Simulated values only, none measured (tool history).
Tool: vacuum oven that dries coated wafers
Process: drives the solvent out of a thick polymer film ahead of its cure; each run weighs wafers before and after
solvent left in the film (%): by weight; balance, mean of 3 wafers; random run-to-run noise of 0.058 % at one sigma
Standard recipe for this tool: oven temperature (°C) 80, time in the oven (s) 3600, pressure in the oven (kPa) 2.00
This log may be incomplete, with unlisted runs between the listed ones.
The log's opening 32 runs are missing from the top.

run 33 hour=1065.3 | oven_temperature_(°C)=80 time_in_the_oven_(s)=3600 pressure_in_the_oven_(kPa)=4.76 | solvent_left_in_the_film_(%)=4.36
run 34 hour=1102.8 | oven_temperature_(°C)=87 time_in_the_oven_(s)=1920 pressure_in_the_oven_(kPa)=6.16 | solvent_left_in_the_film_(%)=4.99
run 35 hour=1133.2 | oven_temperature_(°C)=80 time_in_the_oven_(s)=3600 pressure_in_the_oven_(kPa)=1.72 | solvent_left_in_the_film_(%)=3.13
run 36 hour=1161.6 | oven_temperature_(°C)=80 time_in_the_oven_(s)=3600 pressure_in_the_oven_(kPa)=1.72 | solvent_left_in_the_film_(%)=3.14
run 37 hour=1197.8 | oven_temperature_(°C)=80 time_in_the_oven_(s)=2040 pressure_in_the_oven_(kPa)=2.02 | solvent_left_in_the_film_(%)=6.34
run 38 hour=1238.2 | oven_temperature_(°C)=80 time_in_the_oven_(s)=2040 pressure_in_the_oven_(kPa)=2.02 | solvent_left_in_the_film_(%)=6.32
run 39 hour=1280.5 | oven_temperature_(°C)=91 time_in_the_oven_(s)=2880 pressure_in_the_oven_(kPa)=2.86 | solvent_left_in_the_film_(%)=1.52
run 40 hour=1317.6 | oven_temperature_(°C)=91 time_in_the_oven_(s)=2880 pressure_in_the_oven_(kPa)=2.86 | solvent_left_in_the_film_(%)=1.55
run 41 hour=1362.1 | oven_temperature_(°C)=91 time_in_the_oven_(s)=2880 pressure_in_the_oven_(kPa)=2.86 | solvent_left_in_the_film_(%)=1.55
run 42 hour=1406.7 | oven_temperature_(°C)=80 time_in_the_oven_(s)=2040 pressure_in_the_oven_(kPa)=7.46 | solvent_left_in_the_film_(%)=8.22
run 43 hour=1451.2 | oven_temperature_(°C)=90 time_in_the_oven_(s)=2460 pressure_in_the_oven_(kPa)=1.25 | solvent_left_in_the_film_(%)=1.71
run 44 hour=1483.9 | oven_temperature_(°C)=80 time_in_the_oven_(s)=4560 pressure_in_the_oven_(kPa)=2.00 | solvent_left_in_the_film_(%)=2.50
run 45 hour=1503.6 | oven_temperature_(°C)=82 time_in_the_oven_(s)=4560 pressure_in_the_oven_(kPa)=1.28 | solvent_left_in_the_film_(%)=1.72
run 46 hour=1538.8 | oven_temperature_(°C)=82 time_in_the_oven_(s)=3420 pressure_in_the_oven_(kPa)=5.24 | solvent_left_in_the_film_(%)=4.31

Consider 5 possible next runs. They are alternatives, not a sequence: every one starts from the tool as it was left by run 46. What does each give?
run A hour=1575.9 | oven_temperature_(°C)=69 time_in_the_oven_(s)=1920 pressure_in_the_oven_(kPa)=1.16 | solvent_left_in_the_film_(%)=?
run B hour=1575.9 | oven_temperature_(°C)=80 time_in_the_oven_(s)=5340 pressure_in_the_oven_(kPa)=4.96 | solvent_left_in_the_film_(%)=?
run C hour=1575.9 | oven_temperature_(°C)=83 time_in_the_oven_(s)=3540 pressure_in_the_oven_(kPa)=1.33 | solvent_left_in_the_film_(%)=?
run D hour=1575.9 | oven_temperature_(°C)=80 time_in_the_oven_(s)=4020 pressure_in_the_oven_(kPa)=2.00 | solvent_left_in_the_film_(%)=?
run E hour=1575.9 | oven_temperature_(°C)=92 time_in_the_oven_(s)=3420 pressure_in_the_oven_(kPa)=5.24 | solvent_left_in_the_film_(%)=?

run=A solvent_left_in_the_film_(%)=10.99
run=B solvent_left_in_the_film_(%)=3.42
run=C solvent_left_in_the_film_(%)=2.29
run=D solvent_left_in_the_film_(%)=2.96
run=E solvent_left_in_the_film_(%)=2.06
With the hidden condition removed and each run's random variation left untouched, the same runs would have given:
run=A solvent_left_in_the_film_(%)=10.49
run=B solvent_left_in_the_film_(%)=2.99
run=C solvent_left_in_the_film_(%)=1.88
run=D solvent_left_in_the_film_(%)=2.51
run=E solvent_left_in_the_film_(%)=1.82

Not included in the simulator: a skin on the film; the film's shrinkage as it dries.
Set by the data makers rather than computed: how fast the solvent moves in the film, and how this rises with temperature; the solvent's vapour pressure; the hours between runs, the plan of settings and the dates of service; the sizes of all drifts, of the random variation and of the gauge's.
